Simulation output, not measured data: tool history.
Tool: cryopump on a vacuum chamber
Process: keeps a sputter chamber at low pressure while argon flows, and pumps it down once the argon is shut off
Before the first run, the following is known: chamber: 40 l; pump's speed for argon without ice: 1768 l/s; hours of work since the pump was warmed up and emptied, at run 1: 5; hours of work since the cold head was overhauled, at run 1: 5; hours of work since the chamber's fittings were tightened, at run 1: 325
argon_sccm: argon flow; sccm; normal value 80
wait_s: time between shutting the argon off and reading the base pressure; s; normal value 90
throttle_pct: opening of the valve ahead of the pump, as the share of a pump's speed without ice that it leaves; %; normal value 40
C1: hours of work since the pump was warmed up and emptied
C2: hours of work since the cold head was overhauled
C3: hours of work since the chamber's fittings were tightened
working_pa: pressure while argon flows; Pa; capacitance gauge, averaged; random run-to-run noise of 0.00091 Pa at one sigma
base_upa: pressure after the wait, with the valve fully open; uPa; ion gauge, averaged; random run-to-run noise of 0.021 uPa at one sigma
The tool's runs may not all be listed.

run 1 hour=0.0 | argon_sccm=80 wait_s=90 throttle_pct=40 | C1=5 C2=5 C3=325 | working_pa=0.1923 base_upa=0.56
run 2 hour=13.7 | argon_sccm=80 wait_s=90 throttle_pct=40 | C1=13 C2=13 C3=332 | working_pa=0.1918 base_upa=0.61
run 3 hour=35.4 | argon_sccm=80 wait_s=90 throttle_pct=40 | C1=24 C2=24 C3=344 | working_pa=0.1932 base_upa=0.61
run 4 hour=65.5 | argon_sccm=80 wait_s=90 throttle_pct=40 | C1=41 C2=41 C3=360 | working_pa=0.1936 base_upa=0.63
run 5 hour=97.5 | argon_sccm=80 wait_s=90 throttle_pct=40 | C1=58 C2=58 C3=377 | working_pa=0.1935 base_upa=0.60
run 6 hour=130.0 | argon_sccm=80 wait_s=90 throttle_pct=40 | C1=75 C2=75 C3=395 | working_pa=0.1935 base_upa=0.63
run 7 hour=146.9 | argon_sccm=80 wait_s=90 throttle_pct=40 | C1=85 C2=85 C3=404 | working_pa=0.1918 base_upa=0.57
run 8 hour=168.9 | argon_sccm=80 wait_s=90 throttle_pct=40 | C1=96 C2=96 C3=416 | working_pa=0.1941 base_upa=0.65
run 9 hour=200.7 | argon_sccm=80 wait_s=68 throttle_pct=40 | C1=114 C2=114 C3=433 | working_pa=0.1927 base_upa=0.75
run 10 hour=215.1 | argon_sccm=80 wait_s=68 throttle_pct=40 | C1=121 C2=121 C3=441 | working_pa=0.1926 base_upa=0.76
run 11 hour=238.1 | argon_sccm=80 wait_s=68 throttle_pct=40 | C1=134 C2=134 C3=453 | working_pa=0.1933 base_upa=0.71
run 12 hour=257.0 | argon_sccm=80 wait_s=40 throttle_pct=25 | C1=144 C2=144 C3=463 | working_pa=0.3084 base_upa=1.08
run 13 hour=289.9 | argon_sccm=45 wait_s=47 throttle_pct=40 | C1=162 C2=162 C3=481 | working_pa=0.1081 base_upa=0.96
run 14 hour=304.9 | argon_sccm=45 wait_s=47 throttle_pct=40 | C1=170 C2=170 C3=489 | working_pa=0.1087 base_upa=0.99
run 15 hour=320.9 | argon_sccm=54 wait_s=77 throttle_pct=17 | C1=178 C2=178 C3=498 | working_pa=0.3052 base_upa=0.76
run 16 hour=339.7 | argon_sccm=134 wait_s=20 throttle_pct=54 | C1=188 C2=188 C3=508 | working_pa=0.2392 base_upa=1.83
run 17 hour=365.5 | argon_sccm=42 wait_s=20 throttle_pct=54 | C1=202 C2=202 C3=522 | working_pa=0.0766 base_upa=1.85
run 18 hour=394.3 | argon_sccm=96 wait_s=136 throttle_pct=16 | C1=218 C2=218 C3=537 | working_pa=0.5757 base_upa=0.52
run 19 hour=419.5 | argon_sccm=80 wait_s=90 throttle_pct=31 | C1=231 C2=231 C3=551 | working_pa=0.2491 base_upa=0.62
run 20 hour=449.1 | argon_sccm=66 wait_s=24 throttle_pct=23 | C1=247 C2=247 C3=567 | working_pa=0.2760 base_upa=1.58

Forecast each of these 5 alternatives for the next run:
run A hour=481.9 | argon_sccm=60 wait_s=164 throttle_pct=40 | C1=265 C2=265 C3=584 | working_pa=? base_upa=?
run B hour=481.9 | argon_sccm=75 wait_s=24 throttle_pct=35 | C1=265 C2=265 C3=584 | working_pa=? base_upa=?
run C hour=481.9 | argon_sccm=35 wait_s=90 throttle_pct=40 | C1=265 C2=265 C3=584 | working_pa=? base_upa=?
run D hour=481.9 | argon_sccm=63 wait_s=265 throttle_pct=19 | C1=265 C2=265 C3=584 | working_pa=? base_upa=?
run E hour=481.9 | argon_sccm=137 wait_s=90 throttle_pct=40 | C1=265 C2=265 C3=584 | working_pa=? base_upa=?

run=A working_pa=0.1454 base_upa=0.50
run=B working_pa=0.2090 base_upa=1.61
run=C working_pa=0.0848 base_upa=0.65
run=D working_pa=0.3191 base_upa=0.40
run=E working_pa=0.3331 base_upa=0.66
Without the tool's unlogged condition, the same runs would have read:
run=A working_pa=0.1426 base_upa=0.36
run=B working_pa=0.2055 base_upa=1.46
run=C working_pa=0.0832 base_upa=0.51
run=D working_pa=0.3161 base_upa=0.26
run=E working_pa=0.3267 base_upa=0.52
